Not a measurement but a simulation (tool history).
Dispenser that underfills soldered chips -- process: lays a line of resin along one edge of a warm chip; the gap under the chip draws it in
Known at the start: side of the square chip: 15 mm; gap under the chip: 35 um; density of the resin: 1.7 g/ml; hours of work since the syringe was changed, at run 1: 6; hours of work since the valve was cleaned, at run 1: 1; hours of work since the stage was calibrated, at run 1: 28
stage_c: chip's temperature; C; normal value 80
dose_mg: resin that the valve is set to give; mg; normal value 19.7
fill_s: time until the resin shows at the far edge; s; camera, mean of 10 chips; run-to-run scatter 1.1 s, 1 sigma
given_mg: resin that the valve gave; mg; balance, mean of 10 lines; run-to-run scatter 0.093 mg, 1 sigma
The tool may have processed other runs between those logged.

run	hour	stage_c	dose_mg	hours of work since the syringe was changed	hours of work since the valve was cleaned	hours of work since the stage was calibrated	fill_s	given_mg
1	0	80	19.7	6	1	28	124.2	19.51
# hour 2.4: new syringe of resin
2	11.3	80	19.7	6	8	35	121.6	19.67
# hour 13.9: new syringe of resin
# hour 25.7: new syringe of resin
3	26.4	73	19.7	0	17	44	140.3	19.53
# hour 38.1: new syringe of resin
4	38.8	80	19.7	0	25	52	101.1	19.2
5	48.8	80	19.7	7	31	58	122.9	19.42
# hour 50.3: new syringe of resin
# hour 61.8: new syringe of resin
6	62.8	80	19.7	1	39	66	102.6	19.33
7	71.4	80	19.7	6	45	72	120	19.11
# hour 74: new syringe of resin
8	84.9	80	19.7	7	53	80	128.3	19.2
# hour 86.2: new syringe of resin
# hour 98.6: new syringe of resin
9	99.1	80	19.7	0	62	89	104.1	18.87
# hour 110.7: new syringe of resin
10	112.4	80	19.7	1	70	97	105.9	18.99
# hour 122.7: new syringe of resin
11	124.9	80	19.8	1	78	105	108.2	18.86
# hour 135.5: new syringe of resin
12	138	88	22.7	2	86	113	75.2	21.53
# hour 147.1: new syringe of resin
13	152.4	74	21.2	3	95	122	149.9	20.21
# hour 159.4: new syringe of resin
14	161.4	74	21.2	1	101	128	137.5	19.89
# hour 171.4: new syringe of resin
15	173.3	83	17.2	1	108	135	97.4	16.35
16	180.7	74	17.3	6	113	140	175.4	16.32
# hour 183.2: new syringe of resin
17	193.4	74	17.3	7	121	148	178.6	16.17
# hour 195: new syringe of resin
18	205.9	80	23.7	7	129	156	128.8	21.92
# hour 206.8: new syringe of resin
# hour 218.8: new syringe of resin
19	218.8	80	23.7	0	136	163	102.9	22.04
20	227	80	23.7	5	142	169	120.5	21.87
# hour 231.2: new syringe of resin
21	236.8	67	23.2	4	148	175	209.5	21.26

Hidden state at the last listed run before each entry between runs and at the first one after, where it differs:
From run 1 to run 2: new syringe of resin (hour 2.4)
  resin's viscosity, % of fresh resin's: 122.1 -> 122.5; dose that the valve gives, % of what is set: 99.88 -> 99.5; true chip temperature over the reading, C: 0.07 -> 0.05
  measured minus no-state result, fill_s: +22.1 -> +22.2 s; given_mg: -0.02 -> -0.1 mg
From run 2 to run 3: new syringe of resin (hour 13.9); new syringe of resin (hour 25.7)
  resin's viscosity, % of fresh resin's: 122.5 -> 100.3; dose that the valve gives, % of what is set: 99.5 -> 98.99; true chip temperature over the reading, C: 0.05 -> 0.01
  measured minus no-state result, fill_s: +22.2 -> +0.5 s; given_mg: -0.1 -> -0.2 mg
From run 3 to run 4: new syringe of resin (hour 38.1)
  dose that the valve gives, % of what is set: 98.99 -> 98.58; true chip temperature over the reading, C: 0.01 -> -0.02
  measured minus no-state result, fill_s: +0.5 -> +0.7 s; given_mg: -0.2 -> -0.28 mg
From run 5 to run 6: new syringe of resin (hour 50.3); new syringe of resin (hour 61.8)
  resin's viscosity, % of fresh resin's: 122.7 -> 99.3; dose that the valve gives, % of what is set: 98.19 -> 97.75; true chip temperature over the reading, C: -0.05 -> -0.08
  measured minus no-state result, fill_s: +23.4 -> +0.1 s; given_mg: -0.36 -> -0.45 mg
From run 7 to run 8: new syringe of resin (hour 74)
  resin's viscosity, % of fresh resin's: 118.2 -> 125.4; dose that the valve gives, % of what is set: 97.46 -> 96.98; true chip temperature over the reading, C: -0.11 -> -0.14
  measured minus no-state result, fill_s: +19.5 -> +27.2 s; given_mg: -0.5 -> -0.6 mg
From run 8 to run 9: new syringe of resin (hour 86.2); new syringe of resin (hour 98.6)
  resin's viscosity, % of fresh resin's: 125.4 -> 100.9; dose that the valve gives, % of what is set: 96.98 -> 96.54; true chip temperature over the reading, C: -0.14 -> -0.17
  measured minus no-state result, fill_s: +27.2 -> +2.4 s; given_mg: -0.6 -> -0.68 mg
From run 9 to run 10: new syringe of resin (hour 110.7)
  resin's viscosity, % of fresh resin's: 100.9 -> 103.4; dose that the valve gives, % of what is set: 96.54 -> 96.12; true chip temperature over the reading, C: -0.17 -> -0.2
  measured minus no-state result, fill_s: +2.4 -> +5.1 s; given_mg: -0.68 -> -0.76 mg
From run 10 to run 11: new syringe of resin (hour 122.7)
  resin's viscosity, % of fresh resin's: 103.4 -> 103.8; dose that the valve gives, % of what is set: 96.12 -> 95.72; true chip temperature over the reading, C: -0.2 -> -0.24
  measured minus no-state result, fill_s: +5.1 -> +5.9 s; given_mg: -0.76 -> -0.85 mg
From run 11 to run 12: new syringe of resin (hour 135.5)
  resin's viscosity, % of fresh resin's: 103.8 -> 105.8; dose that the valve gives, % of what is set: 95.72 -> 95.29; true chip temperature over the reading, C: -0.24 -> -0.27
  measured minus no-state result, fill_s: +5.9 -> +5.3 s; given_mg: -0.85 -> -1.06 mg
From run 12 to run 13: new syringe of resin (hour 147.1)
  resin's viscosity, % of fresh resin's: 105.8 -> 112.1; dose that the valve gives, % of what is set: 95.29 -> 94.82; true chip temperature over the reading, C: -0.27 -> -0.31
  measured minus no-state result, fill_s: +5.3 -> +19 s; given_mg: -1.06 -> -1.1 mg
From run 13 to run 14: new syringe of resin (hour 159.4)
  resin's viscosity, % of fresh resin's: 112.1 -> 104.2; dose that the valve gives, % of what is set: 94.82 -> 94.51; true chip temperature over the reading, C: -0.31 -> -0.33
  measured minus no-state result, fill_s: +19 -> +8.5 s; given_mg: -1.1 -> -1.17 mg
From run 14 to run 15: new syringe of resin (hour 171.4)
  resin's viscosity, % of fresh resin's: 104.2 -> 104.7; dose that the valve gives, % of what is set: 94.51 -> 94.11; true chip temperature over the reading, C: -0.33 -> -0.36
  measured minus no-state result, fill_s: +8.5 -> +7.8 s; given_mg: -1.17 -> -1.02 mg
From run 16 to run 17: new syringe of resin (hour 183.2)
  resin's viscosity, % of fresh resin's: 121.8 -> 123.3; dose that the valve gives, % of what is set: 93.85 -> 93.4; true chip temperature over the reading, C: -0.37 -> -0.41
  measured minus no-state result, fill_s: +36.8 -> +39.8 s; given_mg: -1.07 -> -1.14 mg
From run 17 to run 18: new syringe of resin (hour 195)
  resin's viscosity, % of fresh resin's: 123.3 -> 125.8; dose that the valve gives, % of what is set: 93.4 -> 92.98; true chip temperature over the reading, C: -0.41 -> -0.44
  measured minus no-state result, fill_s: +39.8 -> +28.9 s; given_mg: -1.14 -> -1.66 mg
From run 18 to run 19: new syringe of resin (hour 206.8); new syringe of resin (hour 218.8)
  resin's viscosity, % of fresh resin's: 125.8 -> 100.9; dose that the valve gives, % of what is set: 92.98 -> 92.54; true chip temperature over the reading, C: -0.44 -> -0.47
  measured minus no-state result, fill_s: +28.9 -> +3.6 s; given_mg: -1.66 -> -1.77 mg
From run 20 to run 21: new syringe of resin (hour 231.2)
  resin's viscosity, % of fresh resin's: 119.3 -> 113.2; dose that the valve gives, % of what is set: 92.25 -> 91.9; true chip temperature over the reading, C: -0.48 -> -0.51
  measured minus no-state result, fill_s: +22.4 -> +30.2 s; given_mg: -1.84 -> -1.88 mg
